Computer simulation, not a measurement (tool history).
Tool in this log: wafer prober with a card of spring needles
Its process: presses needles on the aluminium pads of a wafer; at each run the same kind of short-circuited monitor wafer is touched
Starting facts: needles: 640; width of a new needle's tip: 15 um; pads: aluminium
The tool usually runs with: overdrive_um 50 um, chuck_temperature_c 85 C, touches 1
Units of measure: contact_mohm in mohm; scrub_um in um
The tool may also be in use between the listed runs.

Run 1, day 0.000: usual settings. Result: contact_mohm 239 mohm, scrub_um 12.55 um.
At day 0.404: tips cleaned on abrasive film.
At day 0.808: tips cleaned on abrasive film.
At day 1.312: tips cleaned on abrasive film.
At day 1.817: tips cleaned on abrasive film.
At day 2.325: tips cleaned on abrasive film.
Run 2, day 2.450: usual settings. Result: contact_mohm 256 mohm, scrub_um 12.54 um.
At day 2.754: tips cleaned on abrasive film.
At day 3.258: tips cleaned on abrasive film.
At day 3.762: tips cleaned on abrasive film.
Run 3, day 3.996: usual settings. Result: contact_mohm 268 mohm, scrub_um 12.46 um.
At day 4.200: tips cleaned on abrasive film.
At day 4.604: tips cleaned on abrasive film.
At day 5.108: tips cleaned on abrasive film.
At day 5.612: tips cleaned on abrasive film.
Run 4, day 5.992: usual settings. Result: contact_mohm 283 mohm, scrub_um 12.44 um.
At day 6.096: tips cleaned on abrasive film.
At day 6.600: tips cleaned on abrasive film.
At day 7.004: tips cleaned on abrasive film.
At day 7.508: tips cleaned on abrasive film.
At day 8.012: tips cleaned on abrasive film.
Run 5, day 8.217: usual settings. Result: contact_mohm 269 mohm, scrub_um 12.40 um.
At day 8.421: tips cleaned on abrasive film.
At day 8.925: tips cleaned on abrasive film.
At day 9.429: tips cleaned on abrasive film.
At day 9.933: tips cleaned on abrasive film.
Run 6, day 10.162: usual settings. Result: contact_mohm 276 mohm, scrub_um 12.40 um.
At day 10.367: tips cleaned on abrasive film.
At day 10.771: tips cleaned on abrasive film.
At day 11.275: tips cleaned on abrasive film.
At day 11.704: tips cleaned on abrasive film.
Run 7, day 11.704: usual settings but chuck_temperature_c 61 C. Result: contact_mohm 233 mohm, scrub_um 12.27 um.
At day 12.108: tips cleaned on abrasive film.
At day 12.612: tips cleaned on abrasive film.
At day 13.017: tips cleaned on abrasive film.
At day 13.521: tips cleaned on abrasive film.
Run 8, day 13.642: usual settings. Result: contact_mohm 261 mohm, scrub_um 12.36 um.
At day 13.946: tips cleaned on abrasive film.
At day 14.450: tips cleaned on abrasive film.
At day 14.954: tips cleaned on abrasive film.
At day 15.412: tips cleaned on abrasive film.
Run 9, day 15.412: usual settings. Result: contact_mohm 239 mohm, scrub_um 12.13 um.
At day 15.917: tips cleaned on abrasive film.
At day 16.421: tips cleaned on abrasive film.
At day 16.825: tips cleaned on abrasive film.
At day 17.329: tips cleaned on abrasive film.
At day 17.442: height of the first contact set anew.
At day 17.846: tips cleaned on abrasive film.
Run 10, day 18.104: usual settings but chuck_temperature_c 110 C. Result: contact_mohm 276 mohm, scrub_um 12.71 um.
At day 18.308: tips cleaned on abrasive film.
At day 18.812: tips cleaned on abrasive film.
At day 19.317: tips cleaned on abrasive film.
Run 11, day 19.371: usual settings. Result: contact_mohm 247 mohm, scrub_um 12.84 um.
At day 19.775: tips cleaned on abrasive film.
At day 20.179: tips cleaned on abrasive film.
At day 20.683: tips cleaned on abrasive film.
At day 21.088: tips cleaned on abrasive film.
At day 21.592: tips cleaned on abrasive film.
Run 12, day 21.633: usual settings. Result: contact_mohm 244 mohm, scrub_um 12.73 um.
At day 22.038: tips cleaned on abrasive film.
At day 22.542: tips cleaned on abrasive film.
At day 23.046: tips cleaned on abrasive film.
At day 23.450: tips cleaned on abrasive film.
Run 13, day 23.579: usual settings. Result: contact_mohm 260 mohm, scrub_um 12.74 um.
At day 23.883: tips cleaned on abrasive film.
At day 24.288: tips cleaned on abrasive film.
At day 24.792: tips cleaned on abrasive film.
At day 25.296: tips cleaned on abrasive film.
Run 14, day 25.558: usual settings but overdrive_um 33 um. Result: contact_mohm 320 mohm, scrub_um 8.12 um.
At day 25.762: tips cleaned on abrasive film.
At day 26.267: tips cleaned on abrasive film.
At day 26.771: tips cleaned on abrasive film.
At day 27.175: tips cleaned on abrasive film.
Run 15, day 27.279: usual settings but overdrive_um 33 um. Result: contact_mohm 294 mohm, scrub_um 8.19 um.
At day 27.583: tips cleaned on abrasive film.
At day 27.988: tips cleaned on abrasive film.
At day 28.492: tips cleaned on abrasive film.
At day 28.996: tips cleaned on abrasive film.
At day 29.500: tips cleaned on abrasive film.
At day 29.921: tips cleaned on abrasive film.
Run 16, day 29.921: usual settings but chuck_temperature_c 56 C, touches 2. Result: contact_mohm 229 mohm, scrub_um 12.53 um.
At day 30.325: tips cleaned on abrasive film.
At day 30.729: tips cleaned on abrasive film.
At day 31.233: tips cleaned on abrasive film.
At day 31.738: tips cleaned on abrasive film.
At day 32.142: tips cleaned on abrasive film.
Run 17, day 32.504: usual settings but overdrive_um 45 um, chuck_temperature_c 57 C, touches 2. Result: contact_mohm 266 mohm, scrub_um 11.15 um.
At day 32.608: tips cleaned on abrasive film.
At day 33.112: tips cleaned on abrasive film.
At day 33.617: tips cleaned on abrasive film.
At day 34.121: tips cleaned on abrasive film.
At day 34.625: tips cleaned on abrasive film.
Run 18, day 34.912: usual settings but overdrive_um 59 um, chuck_temperature_c 47 C, touches 2. Result: contact_mohm 251 mohm, scrub_um 14.58 um.
At day 35.117: tips cleaned on abrasive film.
At day 35.621: tips cleaned on abrasive film.
At day 36.025: tips cleaned on abrasive film.
At day 36.529: tips cleaned on abrasive film.
Run 19, day 36.929: usual settings but overdrive_um 59 um, chuck_temperature_c 47 C, touches 2. Result: contact_mohm 249 mohm, scrub_um 14.56 um.
At day 37.033: tips cleaned on abrasive film.
At day 37.538: tips cleaned on abrasive film.
At day 38.042: tips cleaned on abrasive film.
At day 38.454: tips cleaned on abrasive film.
Run 20, day 38.454: usual settings but chuck_temperature_c 29 C. Result: contact_mohm 224 mohm, scrub_um 12.18 um.
At day 38.667: height of the first contact set anew.
At day 38.871: tips cleaned on abrasive film.
At day 39.275: tips cleaned on abrasive film.
At day 39.779: tips cleaned on abrasive film.
At day 40.283: tips cleaned on abrasive film.
Run 21, day 40.550: usual settings but overdrive_um 44 um, chuck_temperature_c 28 C. Result: contact_mohm 284 mohm, scrub_um 11.13 um.
At day 40.754: tips cleaned on abrasive film.
At day 41.158: tips cleaned on abrasive film.
At day 41.662: tips cleaned on abrasive film.
At day 42.167: tips cleaned on abrasive film.
Run 22, day 42.525: usual settings but overdrive_um 31 um, chuck_temperature_c 31 C, touches 3. Result: contact_mohm 282 mohm, scrub_um 7.91 um.
At day 42.629: tips cleaned on abrasive film.
At day 43.133: tips cleaned on abrasive film.
At day 43.638: tips cleaned on abrasive film.
At day 44.042: tips cleaned on abrasive film.
Run 23, day 44.329: usual settings but touches 2. Result: contact_mohm 265 mohm, scrub_um 12.60 um.
At day 44.533: tips cleaned on abrasive film.
At day 44.938: tips cleaned on abrasive film.
At day 45.442: tips cleaned on abrasive film.
At day 45.846: tips cleaned on abrasive film.
Run 24, day 46.083: usual settings but touches 2. Result: contact_mohm 259 mohm, scrub_um 12.71 um.
At day 46.288: tips cleaned on abrasive film.
At day 46.792: tips cleaned on abrasive film.
At day 47.296: tips cleaned on abrasive film.
Run 25, day 47.475: usual settings but overdrive_um 69 um, chuck_temperature_c 55 C. Result: contact_mohm 243 mohm, scrub_um 17.42 um.

The logged runs with the hidden state left out (each run's random variation unchanged):
What the log doesn't record here: debris on the tips, nm; way that the needles fall short of the set height, um; tips' diameter, um; drift of the gauge itself on contact_mohm, %; drift of the gauge itself on scrub_um, %.
run  contact_mohm  scrub_um
  1           233     12.68
  2           235     12.75
  3           232     12.73
  4           231     12.76
  5           233     12.80
  6           236     12.87
  7           225     12.81
  8           233     12.96
  9           230     12.81
 10           237     12.73
 11           233     12.90
 12           231     12.86
 13           234     12.93
 14           236      8.37
 15           241      8.50
 16           226     12.94
 17           221     11.63
 18           226     15.13
 19           219     15.18
 20           217     12.86
 21           221     11.19
 22           227      8.02
 23           235     12.78
 24           230     12.96
 25           222     17.71

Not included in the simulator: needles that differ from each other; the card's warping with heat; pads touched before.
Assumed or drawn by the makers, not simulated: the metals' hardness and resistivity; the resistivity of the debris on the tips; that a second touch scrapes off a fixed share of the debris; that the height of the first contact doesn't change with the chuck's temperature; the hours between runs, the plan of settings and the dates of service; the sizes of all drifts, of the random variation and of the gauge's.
